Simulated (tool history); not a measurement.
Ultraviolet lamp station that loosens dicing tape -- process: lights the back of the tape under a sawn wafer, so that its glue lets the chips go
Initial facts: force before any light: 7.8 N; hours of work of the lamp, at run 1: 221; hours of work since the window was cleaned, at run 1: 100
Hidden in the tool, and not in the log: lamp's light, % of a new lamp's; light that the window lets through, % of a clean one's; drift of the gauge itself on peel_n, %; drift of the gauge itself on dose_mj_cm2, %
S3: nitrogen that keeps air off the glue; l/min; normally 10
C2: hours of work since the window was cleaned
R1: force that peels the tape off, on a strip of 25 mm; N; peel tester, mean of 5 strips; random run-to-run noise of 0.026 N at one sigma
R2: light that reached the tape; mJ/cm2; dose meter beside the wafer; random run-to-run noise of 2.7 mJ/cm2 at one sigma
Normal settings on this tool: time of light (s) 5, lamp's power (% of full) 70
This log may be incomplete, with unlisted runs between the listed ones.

Run 1, day 0: usual settings; hours of work of the lamp 221; C2 100. Result: R1 1.267 N, R2 359 mJ/cm2.
Run 2, day 0.467: usual settings; hours of work of the lamp 228; C2 107. Result: R1 1.285 N, R2 362 mJ/cm2.
Run 3, day 0.696: usual settings; hours of work of the lamp 231; C2 111. Result: R1 1.329 N, R2 359 mJ/cm2.
Run 4, day 0.975: usual settings but lamp's power (% of full) 66; hours of work of the lamp 236; C2 115. Result: R1 1.412 N, R2 344 mJ/cm2.
Run 5, day 1.338: usual settings but lamp's power (% of full) 66; hours of work of the lamp 241; C2 121. Result: R1 1.419 N, R2 339 mJ/cm2.
Run 6, day 1.596: usual settings; hours of work of the lamp 245; C2 125. Result: R1 1.298 N, R2 364 mJ/cm2.
Run 7, day 1.838: usual settings but lamp's power (% of full) 83; hours of work of the lamp 249; C2 129. Result: R1 0.926 N, R2 433 mJ/cm2.
Run 8, day 2.3: usual settings; hours of work of the lamp 256; C2 136. Result: R1 1.263 N, R2 359 mJ/cm2.
Run 9, day 2.738: usual settings; hours of work of the lamp 263; C2 143. Result: R1 1.305 N, R2 363 mJ/cm2.
Run 10, day 3.229: usual settings but time of light (s) 4; hours of work of the lamp 271; C2 151. Result: R1 1.863 N, R2 291 mJ/cm2.
Run 11, day 3.642: usual settings but time of light (s) 4; hours of work of the lamp 277; C2 157. Result: R1 1.737 N, R2 290 mJ/cm2.
Run 12, day 3.867: usual settings but time of light (s) 4, S3 13 l/min; hours of work of the lamp 281; C2 161. Result: R1 1.618 N, R2 291 mJ/cm2.
Run 13, day 4.083: usual settings but time of light (s) 4, S3 13 l/min; hours of work of the lamp 284; C2 164. Result: R1 1.584 N, R2 290 mJ/cm2.
Run 14, day 4.525: usual settings; hours of work of the lamp 291; C2 171. Result: R1 1.27 N, R2 361 mJ/cm2.
Run 15, day 4.946: usual settings but lamp's power (% of full) 78; hours of work of the lamp 298; C2 177. Result: R1 1.121 N, R2 406 mJ/cm2.
Run 16, day 5.183: usual settings but time of light (s) 3, lamp's power (% of full) 69; hours of work of the lamp 302; C2 181. Result: R1 2.647 N, R2 217 mJ/cm2.
Run 17, day 5.592: usual settings but time of light (s) 3, lamp's power (% of full) 69; hours of work of the lamp 308; C2 188. Result: R1 2.586 N, R2 215 mJ/cm2.
Run 18, day 5.867: usual settings but time of light (s) 3, lamp's power (% of full) 69; hours of work of the lamp 312; C2 192. Result: R1 2.631 N, R2 216 mJ/cm2.

For run 19, what comes out?
Run 19, day 6.321: usual settings but time of light (s) 3, lamp's power (% of full) 69; hours of work of the lamp 319; C2 199. Result: R1 ?, R2 ?.

R1: 2.603 N
R2: 213 mJ/cm2
Without the tool's hidden state the same run would have given R1 2.598 N, R2 214 mJ/cm2.
